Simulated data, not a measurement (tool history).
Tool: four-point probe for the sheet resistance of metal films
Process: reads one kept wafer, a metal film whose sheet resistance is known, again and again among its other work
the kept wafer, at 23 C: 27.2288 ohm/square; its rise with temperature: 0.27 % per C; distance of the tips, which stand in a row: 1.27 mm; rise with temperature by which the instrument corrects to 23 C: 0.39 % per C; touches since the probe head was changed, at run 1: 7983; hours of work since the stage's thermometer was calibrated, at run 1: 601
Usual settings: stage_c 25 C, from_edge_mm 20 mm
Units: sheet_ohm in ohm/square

run,hour,stage_c,from_edge_mm,touches since the probe head was changed,hours of work since the stage's thermometer was calibrated,sheet_ohm
1,0.0,25,20,7983,601,27.374255
2,71.9,35,20,9465,643,27.083433
3,123.4,35,20,10527,673,27.079505
4,157.7,25,20,11234,693,27.375053
5,199.9,25,24,12105,718,27.388212
6,238.4,25,20,12897,740,27.383836
7,304.1,25,20,14253,779,27.383965
8,339.3,25,20,14978,799,27.401276
9,402.5,25,25,16281,836,27.382044
10,465.3,25,25,17576,873,27.387698
11,537.4,20,20,19063,915,27.566908
12,571.8,25,20,19772,935,27.413650
# hour 576.9: stage's thermometer calibrated
13,614.8,25,20,20649,22,27.414024
14,649.9,25,20,21372,43,27.418245
15,706.4,25,20,22536,76,27.416731
16,755.3,30,20,23545,104,27.260730
17,797.3,19,18,24411,129,27.627621
18,862.2,20,18,25748,167,27.602809
19,923.5,19,8,27012,203,27.928158
20,988.1,19,8,28344,240,27.933203
# hour 997.6: stage's thermometer calibrated, once more
21,1022.4,21,6,29041,14,28.116269
22,1074.8,32,20,30122,45,27.196828
23,1150.9,23,3,31689,90,29.794997
24,1196.1,23,3,32622,116,29.798893
25,1238.2,26,20,33489,141,27.382991
26,1305.2,22,43,34872,180,27.464347
27,1368.2,33,15,36169,217,27.216163
28,1406.7,26,26,36964,239,27.372248
29,1446.4,32,15,37782,262,27.248675
30,1485.3,32,15,38585,285,27.255666
31,1529.3,34,27,39492,311,27.127741
32,1601.4,18,55,40978,353,27.604669

How the hidden state differs across the entries between the runs, from the last listed run before each to the first after it:
Between runs 12 and 13: stage's thermometer calibrated (hour 576.9)
  inner tips' distance over the nominal, %: 0.537 -> 0.542; wafer's true temperature over the reading, C: 0.31 -> 0.38
  measured less the result without the state, sheet_ohm: +0.181561 -> +0.188216 ohm/square
Between runs 20 and 21: stage's thermometer calibrated, once more (hour 997.6)
  inner tips' distance over the nominal, %: 0.588 -> 0.591; wafer's true temperature over the reading, C: 0.43 -> 0.01
  measured less the result without the state, sheet_ohm: +0.209869 -> +0.179165 ohm/square
